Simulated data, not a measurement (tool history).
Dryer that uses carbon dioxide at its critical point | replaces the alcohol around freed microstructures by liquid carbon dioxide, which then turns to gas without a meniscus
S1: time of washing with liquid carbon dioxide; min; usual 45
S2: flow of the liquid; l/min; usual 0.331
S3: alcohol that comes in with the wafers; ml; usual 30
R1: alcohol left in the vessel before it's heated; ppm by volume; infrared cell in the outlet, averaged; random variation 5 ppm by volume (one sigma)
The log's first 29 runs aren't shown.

| run | hour | S1 | S2 | S3 | R1 |
|---|---|---|---|---|---|
|  | 467.2 | inlet filter changed |
| 30 | 469.8 | 50 | 0.338 | 56 | 36 |
| 31 | 490.9 | 50 | 0.561 | 58 | 24 |
| 32 | 508.3 | 58 | 0.242 | 108 | 101 |
| 33 | 521.8 | 43 | 0.508 | 21 | 22 |
| 34 | 537.9 | 43 | 0.508 | 21 | 14 |
| 35 | 559.4 | 46 | 0.2 | 30 | 242 |
| 36 | 570.4 | 48 | 0.331 | 44 | 43 |
| 37 | 581.1 | 59 | 0.331 | 36 | 18 |
| 38 | 602.6 | 59 | 0.331 | 36 | 29 |
| 39 | 625.9 | 45 | 0.398 | 23 | 27 |
| 40 | 643.6 | 45 | 0.398 | 23 | 27 |
| 41 | 658.6 | 35 | 0.306 | 30 | 160 |
| 42 | 676.1 | 35 | 0.306 | 30 | 162 |
| 43 | 687.5 | 65 | 0.331 | 60 | 33 |
| 44 | 707.5 | 65 | 0.394 | 22 | 18 |
| 45 | 726.2 | 65 | 0.54 | 63 | 29 |
| 46 | 742.7 | 31 | 0.5 | 79 | 80 |

4 ways to go on from here, each from the tool as it stands after run 46. What would each give?
| A | 758.4 | 51 | 0.5 | 99 | ? |
| B | 758.4 | 45 | 0.251 | 117 | ? |
| C | 758.4 | 45 | 0.551 | 30 | ? |
| D | 758.4 | 31 | 0.244 | 79 | ? |

| run | R1 |
|---|---|
| A | 30 |
| B | 456 |
| C | 35 |
| D | 1495 |
Without the tool's hidden state the same runs would have given:
| run | R1 |
|---|---|
| A | 4 |
| B | 321 |
| C | 9 |
| D | 1201 |
